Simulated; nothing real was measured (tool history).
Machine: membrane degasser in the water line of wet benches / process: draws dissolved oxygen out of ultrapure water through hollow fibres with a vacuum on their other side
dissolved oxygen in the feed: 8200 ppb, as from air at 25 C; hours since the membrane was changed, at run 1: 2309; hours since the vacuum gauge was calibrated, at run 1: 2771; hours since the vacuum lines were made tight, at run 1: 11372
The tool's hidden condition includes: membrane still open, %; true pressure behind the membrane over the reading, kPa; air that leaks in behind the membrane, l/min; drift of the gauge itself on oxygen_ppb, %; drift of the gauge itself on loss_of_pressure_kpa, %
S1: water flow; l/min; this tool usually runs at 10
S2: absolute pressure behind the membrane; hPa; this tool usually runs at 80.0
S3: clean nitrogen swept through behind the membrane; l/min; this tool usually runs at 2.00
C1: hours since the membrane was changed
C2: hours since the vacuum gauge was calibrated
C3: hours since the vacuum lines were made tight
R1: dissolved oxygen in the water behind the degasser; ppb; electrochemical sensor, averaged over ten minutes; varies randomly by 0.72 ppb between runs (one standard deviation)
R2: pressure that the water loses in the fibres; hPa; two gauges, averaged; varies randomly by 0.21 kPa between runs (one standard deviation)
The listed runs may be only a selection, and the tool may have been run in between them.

run    hour  S1     S2    S3    C1    C2     C3     R1     R2
  1     0.0  10   80.0  2.00  2309  2771  11372   69.3  487.0
  2    48.0  10   80.0  2.00  2357  2819  11420   67.8  486.3
  3    96.1  10   80.0  2.00  2405  2867  11468   68.9  485.0
  4   141.3  10   80.0  2.00  2451  2912  11513   68.7  487.4
  5   207.9  10   93.7  2.00  2517  2979  11580   86.0  485.0
  6   284.6  10   93.7  2.00  2594  3056  11656   86.7  481.9
  7   329.7  10   80.0  2.00  2639  3101  11701   68.3  487.5
  8   376.3  10   80.0  2.00  2686  3147  11748   69.8  485.8
  9   412.9  10   80.0  2.00  2722  3184  11785   69.4  491.5
 10   493.4  10   80.0  2.00  2803  3264  11865   69.3  484.6
 11   568.2  10   80.0  2.00  2877  3339  11940   69.0  487.7
 12   606.3  10   80.0  2.00  2916  3377  11978   69.0  485.8
 13   644.5  10   80.0  2.89  2954  3415  12016   51.2  490.2
 14   680.4   7   80.0  2.00  2990  3451  12052   47.1  341.5
 15   760.9   7   80.0  2.00  3070  3532  12133   47.8  342.9
      808.7  -- seals of the vacuum lines changed
 16   832.4   7   80.0  2.00  3140  3601     24   44.3  341.4
 17   906.7   7   80.0  2.00  3214  3676     98   43.0  343.2
 18   976.9   7   80.0  2.00  3284  3746    168   44.2  339.6
 19  1045.1   7   49.0  1.26  3352  3814    236   25.9  344.3
 20  1105.8   7   49.0  1.26  3413  3875    297   25.6  341.6
 21  1187.0  10   69.2  2.35  3494  3956    378   46.5  487.3
 22  1247.0   7  197.6  4.61  3554  4016    438   65.3  341.9
 23  1293.8   7   80.0  2.00  3601  4063    485   44.0  339.7
 24  1359.6  12   80.0  2.00  3667  4129    551   84.6  582.5
 25  1416.8  10  142.5  1.13  3724  4186    608  239.7  488.2
 26  1467.5  11   82.1  5.42  3775  4236    659   37.3  537.4
 27  1535.1  10   56.7  0.93  3842  4304    726   72.3  490.0
 28  1573.0  14   92.7  4.73  3880  4342    764   67.6  687.9
 29  1616.2   7   57.5  1.18  3924  4385    808   39.2  344.8
 30  1687.8   7   57.5  1.18  3995  4457    879   40.2  343.0
 31  1739.1   7  125.3  4.14  4046  4508    930   41.4  342.4

Each row is a separate what-if for the run after 31, all from the same tool condition, not one after another. Results?
  A  1775.2  15   87.2  4.14  4083  4544  967   ?   ?
  B  1775.2  10  170.3  2.00  4083  4544  967   ?   ?
  C  1775.2  10  101.7  2.00  4083  4544  967   ?   ?
  D  1775.2  12  125.3  4.14  4083  4544  967   ?   ?

run     R1     R2
  A   77.6  731.7
  B  175.4  485.9
  C   93.2  490.2
  D   81.8  585.5
With no hidden state in the tool, these same runs would have given:
run     R1     R2
  A   74.8  722.3
  B  172.9  479.7
  C   91.3  483.9
  D   79.8  577.9

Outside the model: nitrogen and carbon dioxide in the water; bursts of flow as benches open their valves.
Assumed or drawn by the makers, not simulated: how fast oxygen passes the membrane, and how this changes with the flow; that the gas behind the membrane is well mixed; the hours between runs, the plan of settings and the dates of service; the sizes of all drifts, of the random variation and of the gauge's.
